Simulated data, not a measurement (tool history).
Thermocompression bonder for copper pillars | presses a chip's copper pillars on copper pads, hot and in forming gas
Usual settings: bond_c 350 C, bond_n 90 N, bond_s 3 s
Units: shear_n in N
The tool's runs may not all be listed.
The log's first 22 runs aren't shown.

run,hour,bond_c,bond_n,bond_s,shear_n
23,322.9,377,129,7,128.9
24,338.5,341,104,5,95.7
25,354,350,58,3,52.9
26,375.4,350,60,4,60
27,384.1,339,77,4,67.4
28,393.7,361,83,4,89.1
29,407.9,356,86,7,100.7
30,417,325,57,3,34.4
# hour 436.4: forming gas filter changed
31,438.9,325,57,3,35.8
32,458.6,325,57,3,36.1
33,473,325,57,3,36.4
34,485.1,370,54,3,63
# hour 493.6: heater calibrated with a thermocouple chip
35,500.2,350,58,6,79.8
36,512.1,325,132,2,89.6
37,531.2,363,76,2,80.5
38,543.1,371,55,6,90.1
39,563.3,350,135,5,123.6

4 ways to go on from here, each from the tool as it stands after run 39. What would each give?
A,579.4,350,61,3,?
B,579.4,369,66,3,?
C,579.4,346,57,8,?
D,579.4,340,79,2,?

run,shear_n
A,63.7
B,82.6
C,78.7
D,63.9
Without the tool's hidden state the same runs would have given:
run,shear_n
A,64.8
B,84.4
C,80.4
D,64.9

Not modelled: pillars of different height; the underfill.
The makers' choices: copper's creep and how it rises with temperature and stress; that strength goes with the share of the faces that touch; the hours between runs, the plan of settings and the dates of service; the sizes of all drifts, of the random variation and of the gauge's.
